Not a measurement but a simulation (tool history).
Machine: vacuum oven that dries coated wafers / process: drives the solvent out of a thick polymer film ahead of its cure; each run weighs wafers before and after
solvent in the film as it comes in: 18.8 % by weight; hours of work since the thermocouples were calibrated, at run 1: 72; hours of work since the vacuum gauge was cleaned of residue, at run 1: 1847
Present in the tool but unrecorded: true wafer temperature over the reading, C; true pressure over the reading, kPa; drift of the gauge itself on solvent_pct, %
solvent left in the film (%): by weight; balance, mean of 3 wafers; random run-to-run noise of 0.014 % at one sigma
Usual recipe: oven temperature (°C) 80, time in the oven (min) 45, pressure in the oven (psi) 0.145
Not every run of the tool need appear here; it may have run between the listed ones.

run	hour	oven temperature (°C)	time in the oven (min)	pressure in the oven (psi)	hours of work since the thermocouples were calibrated	hours of work since the vacuum gauge was cleaned of residue	solvent left in the film (%)
1	0	80	45	0.145	72	1847	1.07
2	104.2	86	45	0.145	116	1891	0.58
3	177	86	45	0.145	147	1922	0.59
4	279.4	86	45	0.145	190	1966	0.59
5	352.7	86	45	0.145	222	1997	0.6
6	449.8	86	45	0.145	263	2038	0.61
7	513.6	86	45	0.145	290	2065	0.6
8	600.7	86	45	0.145	327	2102	0.62
# hour 611.7: vacuum gauge cleaned of residue and calibrated
9	660.2	86	45	0.145	352	21	0.45
10	769.7	86	45	0.145	399	67	0.45
11	873	86	45	0.145	443	111	0.44
12	967.4	86	45	0.145	483	151	0.43
13	1073.8	86	45	0.145	528	197	0.47
14	1146.3	80	45	0.145	559	228	0.91
15	1209.5	80	45	0.145	586	254	0.94
# hour 1293.6: oven's thermocouples calibrated
16	1304.3	80	45	0.145	5	294	0.86
17	1371.3	80	45	0.168	33	323	0.91
18	1458.2	80	45	0.168	70	360	0.89
19	1540.3	80	45	0.168	105	394	0.92
20	1593.5	80	45	0.168	128	417	0.87
21	1651.8	80	45	0.145	152	442	0.86
22	1741.1	80	45	0.145	191	480	0.89
23	1788.6	81	56	0.162	211	500	0.52
24	1858.3	80	25	0.103	240	530	2.77
25	1949.4	80	25	0.416	279	569	3.21
26	2055.7	80	29	0.416	324	614	2.61
27	2151.6	80	29	0.416	365	655	2.6
28	2232.6	80	29	0.416	400	689	2.6
29	2322.3	69	68	0.322	438	727	1.76
30	2386.7	69	68	0.322	465	755	1.78
31	2434.8	79	45	0.145	486	775	1.03
32	2513	79	45	0.145	519	809	1.05
33	2599.8	79	45	0.145	556	845	1.05
34	2711.1	80	29	0.257	603	893	2.45
# hour 2752.2: oven's thermocouples calibrated
35	2778.3	75	22	0.439	11	921	5.16
36	2874.3	93	47	0.245	52	962	0.33
37	2978.6	77	47	0.245	96	1006	1.38
38	3030.7	77	47	0.245	119	1028	1.41
39	3080.8	77	61	0.245	140	1049	0.91
40	3148	83	35	0.254	168	1078	1.33
41	3241.7	93	45	0.099	208	1118	0.22

Below are 3 alternative next runs, each starting from the tool's condition after run 41. Predict each:
A	3352.2	80	33	0.096	255	1165	?
B	3352.2	80	43	0.183	255	1165	?
C	3352.2	80	31	0.145	255	1165	?

run	solvent left in the film (%)
A	1.69
B	1.12
C	2.02
The same runs, with their run-to-run variation unchanged, on a tool lacking any hidden condition would have given:
run	solvent left in the film (%)
A	1.55
B	0.99
C	1.88

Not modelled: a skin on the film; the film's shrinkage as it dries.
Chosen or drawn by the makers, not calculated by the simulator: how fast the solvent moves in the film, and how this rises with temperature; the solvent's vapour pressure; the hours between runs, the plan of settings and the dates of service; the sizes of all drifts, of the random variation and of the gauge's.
